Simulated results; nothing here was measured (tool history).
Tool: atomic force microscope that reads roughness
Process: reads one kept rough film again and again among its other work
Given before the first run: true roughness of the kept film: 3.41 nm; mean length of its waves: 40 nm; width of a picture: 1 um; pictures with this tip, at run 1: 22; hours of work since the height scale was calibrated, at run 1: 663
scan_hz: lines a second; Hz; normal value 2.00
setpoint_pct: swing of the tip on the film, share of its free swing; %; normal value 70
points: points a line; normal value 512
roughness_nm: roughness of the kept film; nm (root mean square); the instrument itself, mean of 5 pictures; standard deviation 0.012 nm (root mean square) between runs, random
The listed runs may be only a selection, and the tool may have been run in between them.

run	hour	scan_hz	setpoint_pct	points	pictures with this tip	hours of work since the height scale was calibrated	roughness_nm
1	0.0	2.00	70	512	22	663	2.781
2	22.9	2.00	70	512	43	674	2.708
3	42.9	2.00	70	512	60	683	2.695
4	62.3	2.00	70	512	78	692	2.631
5	95.4	2.00	70	512	107	708	2.559
6	113.6	2.00	70	535	123	717	2.521
7	137.0	2.00	70	535	144	728	2.473
8	157.1	2.00	70	535	162	737	2.429
9	176.1	2.00	70	714	179	746	2.382
10	197.6	2.00	70	714	198	756	2.339
# hour 229.0: new tip fitted
11	233.6	2.00	70	512	4	773	2.865
12	253.1	2.00	70	285	22	782	2.787
13	276.0	2.00	70	285	42	793	2.738
14	306.3	0.69	70	512	69	808	2.844
15	328.7	2.00	73	512	89	818	2.576
16	360.6	2.00	73	512	117	833	2.502
17	392.4	2.00	73	512	145	848	2.419
18	426.9	2.00	70	512	176	865	2.387
19	449.1	2.00	70	364	196	875	2.333
# hour 482.5: new tip fitted
20	483.7	2.00	70	364	1	891	2.853
21	502.1	2.00	70	364	17	900	2.779
22	536.7	2.00	70	548	48	916	2.699
23	552.6	2.00	70	548	62	924	2.684
24	573.0	2.00	70	548	80	934	2.631
25	591.0	2.00	70	548	96	942	2.594
26	619.4	2.00	70	548	121	956	2.516
27	656.5	2.00	70	349	154	973	2.464
28	693.8	1.85	80	316	187	991	2.255
# hour 697.8: height scale calibrated on a step standard
29	721.4	2.00	83	773	211	11	2.132
# hour 737.7: new tip fitted
30	757.4	1.09	69	706	17	28	2.954
# hour 767.9: height scale calibrated on a step standard, once more
31	789.0	0.92	70	512	45	10	2.843
32	824.8	0.92	70	512	76	27	2.746
33	861.8	0.92	70	512	109	44	2.668
34	879.5	0.85	67	512	125	53	2.663
35	902.6	2.44	67	778	145	64	2.446
36	930.6	1.31	67	376	170	77	2.480
37	967.9	1.31	67	446	203	95	2.411
# hour 993.0: new tip fitted
38	1002.9	3.70	69	487	9	111	2.645
39	1026.8	3.70	69	487	30	122	2.583
40	1053.0	3.70	69	487	54	135	2.529
41	1081.2	3.70	69	487	79	148	2.461
42	1102.7	2.92	69	442	98	158	2.477
43	1127.0	2.92	74	382	119	170	2.327
44	1148.7	1.70	55	591	138	180	2.627
45	1163.7	1.70	56	498	152	187	2.590
46	1184.5	1.70	56	498	170	197	2.537
47	1212.0	2.00	69	592	195	210	2.343
48	1228.8	3.46	67	512	210	218	2.214
# hour 1247.0: new tip fitted
49	1247.0	0.95	70	439	0	226	3.025
50	1284.0	1.78	72	383	33	244	2.752
51	1319.0	1.78	72	383	64	260	2.666
52	1335.7	0.63	83	493	79	268	2.697
53	1367.0	0.63	83	493	107	283	2.638
54	1402.7	1.56	87	468	139	300	2.293

Predict each of these 3 candidate next runs independently; none follows another, all start after run 54:
A	1431.3	0.86	74	615	164	313	?
B	1431.3	0.76	64	290	164	313	?
C	1431.3	0.86	65	782	164	313	?

run	roughness_nm
A	2.515
B	2.565
C	2.580
What these runs would have given with no unlogged condition in the tool:
run	roughness_nm
A	2.977
B	3.036
C	3.055

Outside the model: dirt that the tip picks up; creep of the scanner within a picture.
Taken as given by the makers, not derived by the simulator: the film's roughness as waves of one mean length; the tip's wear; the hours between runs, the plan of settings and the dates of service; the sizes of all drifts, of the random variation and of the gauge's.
